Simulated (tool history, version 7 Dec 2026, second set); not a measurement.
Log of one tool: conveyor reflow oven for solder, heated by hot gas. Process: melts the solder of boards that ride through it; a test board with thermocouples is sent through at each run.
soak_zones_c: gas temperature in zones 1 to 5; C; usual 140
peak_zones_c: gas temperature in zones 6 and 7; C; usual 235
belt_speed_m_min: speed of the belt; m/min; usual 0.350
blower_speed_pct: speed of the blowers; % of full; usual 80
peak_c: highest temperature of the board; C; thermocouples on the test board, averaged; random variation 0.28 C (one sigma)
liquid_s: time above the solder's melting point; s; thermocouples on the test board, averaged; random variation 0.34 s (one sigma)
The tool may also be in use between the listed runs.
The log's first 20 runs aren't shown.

run   hour  soak_zones_c  peak_zones_c  belt_speed_m_min  blower_speed_pct  peak_c  liquid_s
 21  666.8           132           225             0.339                59   204.6      58.9
     698.8  -- flux residue cleaned out of gas plates and filters
 22  716.8           132           225             0.297                59   208.8      76.7
 23  747.0           132           225             0.297                59   208.9      76.9
 24  766.4           136           226             0.308                75   213.3      82.9
 25  796.7           135           226             0.281                75   215.9      94.7
 26  841.8           135           237             0.281                75   226.0     104.8
 27  861.6           135           237             0.281                75   225.7     104.1
 28  882.3           131           237             0.281                75   224.8     101.5
 29  911.8           135           229             0.350                80   213.3      71.4
 30  937.5           135           229             0.350                80   213.1      71.1
 31  963.5           140           239             0.350                74   221.4      81.1

3 ways to go on from here, each from the tool as it stands after run 31. What would each give?
  A  991.4           140           235             0.350                81       ?         ?
  B  991.4           140           239             0.350                74       ?         ?
  C  991.4           129           239             0.356                74       ?         ?

run  peak_c  liquid_s
  A   219.3      80.0
  B   221.4      80.9
  C   218.3      72.3
Without the tool's hidden state the same runs would have given:
run  peak_c  liquid_s
  A   219.4      80.0
  B   221.6      81.0
  C   218.5      72.4
